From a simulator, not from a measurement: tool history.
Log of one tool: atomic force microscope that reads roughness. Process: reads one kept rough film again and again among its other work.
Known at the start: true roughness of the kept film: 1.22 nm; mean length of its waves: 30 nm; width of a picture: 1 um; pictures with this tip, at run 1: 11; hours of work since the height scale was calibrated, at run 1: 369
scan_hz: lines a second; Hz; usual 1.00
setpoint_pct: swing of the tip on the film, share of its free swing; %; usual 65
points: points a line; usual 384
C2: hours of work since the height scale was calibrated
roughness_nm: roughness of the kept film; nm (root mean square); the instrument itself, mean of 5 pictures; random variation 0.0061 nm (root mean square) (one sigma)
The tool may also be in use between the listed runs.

{"run": 1, "hour": 0.0, "scan_hz": 1.0, "setpoint_pct": 65, "points": 384, "pictures with this tip": 11, "C2": 369, "roughness_nm": 1.155}
{"run": 2, "hour": 15.1, "scan_hz": 1.0, "setpoint_pct": 65, "points": 384, "pictures with this tip": 36, "C2": 377, "roughness_nm": 1.145}
{"run": 3, "hour": 26.5, "scan_hz": 1.0, "setpoint_pct": 70, "points": 384, "pictures with this tip": 55, "C2": 383, "roughness_nm": 1.131}
{"run": 4, "hour": 34.4, "scan_hz": 1.0, "setpoint_pct": 70, "points": 384, "pictures with this tip": 68, "C2": 388, "roughness_nm": 1.15}
{"run": 5, "hour": 51.9, "scan_hz": 1.0, "setpoint_pct": 70, "points": 384, "pictures with this tip": 97, "C2": 397, "roughness_nm": 1.125}
{"run": 6, "hour": 67.7, "scan_hz": 1.0, "setpoint_pct": 70, "points": 384, "pictures with this tip": 124, "C2": 406, "roughness_nm": 1.131}
{"run": 7, "hour": 79.6, "scan_hz": 1.0, "setpoint_pct": 70, "points": 384, "pictures with this tip": 143, "C2": 412, "roughness_nm": 1.14}
{"run": 8, "hour": 97.0, "scan_hz": 2.03, "setpoint_pct": 65, "points": 384, "pictures with this tip": 172, "C2": 422, "roughness_nm": 1.126}
{"run": 9, "hour": 112.4, "scan_hz": 1.0, "setpoint_pct": 59, "points": 287, "pictures with this tip": 198, "C2": 430, "roughness_nm": 1.149}
{"run": 10, "hour": 130.3, "scan_hz": 1.31, "setpoint_pct": 59, "points": 351, "pictures with this tip": 227, "C2": 440, "roughness_nm": 1.147}
{"run": 11, "hour": 142.6, "scan_hz": 1.31, "setpoint_pct": 59, "points": 351, "pictures with this tip": 248, "C2": 447, "roughness_nm": 1.143}
{"run": 12, "hour": 151.3, "scan_hz": 1.0, "setpoint_pct": 74, "points": 964, "pictures with this tip": 262, "C2": 451, "roughness_nm": 1.135}
{"hour": 165.2, "done": "new tip fitted"}
{"run": 13, "hour": 168.9, "scan_hz": 1.0, "setpoint_pct": 68, "points": 384, "pictures with this tip": 6, "C2": 461, "roughness_nm": 1.146}
{"run": 14, "hour": 186.6, "scan_hz": 3.4, "setpoint_pct": 65, "points": 857, "pictures with this tip": 35, "C2": 470, "roughness_nm": 1.111}
{"run": 15, "hour": 203.3, "scan_hz": 3.4, "setpoint_pct": 65, "points": 857, "pictures with this tip": 63, "C2": 479, "roughness_nm": 1.109}
{"run": 16, "hour": 217.8, "scan_hz": 1.8, "setpoint_pct": 65, "points": 431, "pictures with this tip": 87, "C2": 487, "roughness_nm": 1.127}

5 ways to go on from here, each from the tool as it stands after run 16. What would each give?
{"run": "A", "hour": 234.6, "scan_hz": 2.99, "setpoint_pct": 70, "points": 340, "pictures with this tip": 115, "C2": 497, "roughness_nm": "?"}
{"run": "B", "hour": 234.6, "scan_hz": 0.75, "setpoint_pct": 80, "points": 322, "pictures with this tip": 115, "C2": 497, "roughness_nm": "?"}
{"run": "C", "hour": 234.6, "scan_hz": 3.87, "setpoint_pct": 87, "points": 891, "pictures with this tip": 115, "C2": 497, "roughness_nm": "?"}
{"run": "D", "hour": 234.6, "scan_hz": 0.8, "setpoint_pct": 65, "points": 384, "pictures with this tip": 115, "C2": 497, "roughness_nm": "?"}
{"run": "E", "hour": 234.6, "scan_hz": 1.0, "setpoint_pct": 72, "points": 384, "pictures with this tip": 115, "C2": 497, "roughness_nm": "?"}

run=A roughness_nm=1.104
run=B roughness_nm=1.133
run=C roughness_nm=0.988
run=D roughness_nm=1.154
run=E roughness_nm=1.138
Without the tool's hidden state the same runs would have given:
run=A roughness_nm=1.106
run=B roughness_nm=1.135
run=C roughness_nm=0.990
run=D roughness_nm=1.156
run=E roughness_nm=1.140

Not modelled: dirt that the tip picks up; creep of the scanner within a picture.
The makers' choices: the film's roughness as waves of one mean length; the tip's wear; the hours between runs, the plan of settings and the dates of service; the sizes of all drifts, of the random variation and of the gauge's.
